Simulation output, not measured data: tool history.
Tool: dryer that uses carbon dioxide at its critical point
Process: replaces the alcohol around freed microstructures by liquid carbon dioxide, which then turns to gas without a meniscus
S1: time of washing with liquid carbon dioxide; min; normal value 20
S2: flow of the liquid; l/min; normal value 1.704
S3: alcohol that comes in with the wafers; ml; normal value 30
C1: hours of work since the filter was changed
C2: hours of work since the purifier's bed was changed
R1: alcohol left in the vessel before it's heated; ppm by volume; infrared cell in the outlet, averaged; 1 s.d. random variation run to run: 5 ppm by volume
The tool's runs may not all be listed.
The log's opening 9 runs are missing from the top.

run	hour	S1	S2	S3	C1	C2	R1
10	163.3	20	1.704	30	214	91	64
11	184.7	20	1.704	30	225	102	71
12	199.0	20	1.704	30	232	109	84
13	219.2	20	2.750	30	243	119	67
14	243.2	20	1.704	30	255	132	99
15	257.8	20	1.704	30	262	139	85
16	269.8	20	1.704	30	268	145	92
17	290.3	20	1.704	30	279	155	100
18	314.5	20	1.790	47	291	168	112
19	333.2	17	1.790	38	300	177	129
20	348.2	22	1.790	41	308	185	103
21	364.5	19	1.380	41	316	193	205
22	386.7	19	1.380	41	327	204	210
23	399.7	22	1.290	21	334	211	136
24	420.5	22	1.330	100	344	221	263
25	441.8	22	1.330	100	355	232	270
26	459.2	23	1.300	61	364	241	205
27	479.3	23	1.300	61	374	251	208
28	492.0	24	1.270	82	381	257	235
29	511.9	20	1.704	31	391	267	153
30	537.1	13	1.704	77	403	280	608
# hour 540.0: inlet filter changed
31	555.3	22	1.770	94	8	289	157
32	570.2	15	1.704	109	15	296	359
33	583.1	15	1.704	30	22	303	204

5 options for the next run, each taken on its own from the tool as it stands now. Forecast them:
A	608.2	22	2.100	30	34	316	?
B	608.2	15	1.704	54	34	316	?
C	608.2	20	1.704	42	34	316	?
D	608.2	15	2.010	46	34	316	?
E	608.2	15	1.980	30	34	316	?

run	R1
A	160
B	257
C	171
D	192
E	185
Without the tool's unlogged condition, the same runs would have read:
run	R1
A	11
B	97
C	21
D	41
E	30

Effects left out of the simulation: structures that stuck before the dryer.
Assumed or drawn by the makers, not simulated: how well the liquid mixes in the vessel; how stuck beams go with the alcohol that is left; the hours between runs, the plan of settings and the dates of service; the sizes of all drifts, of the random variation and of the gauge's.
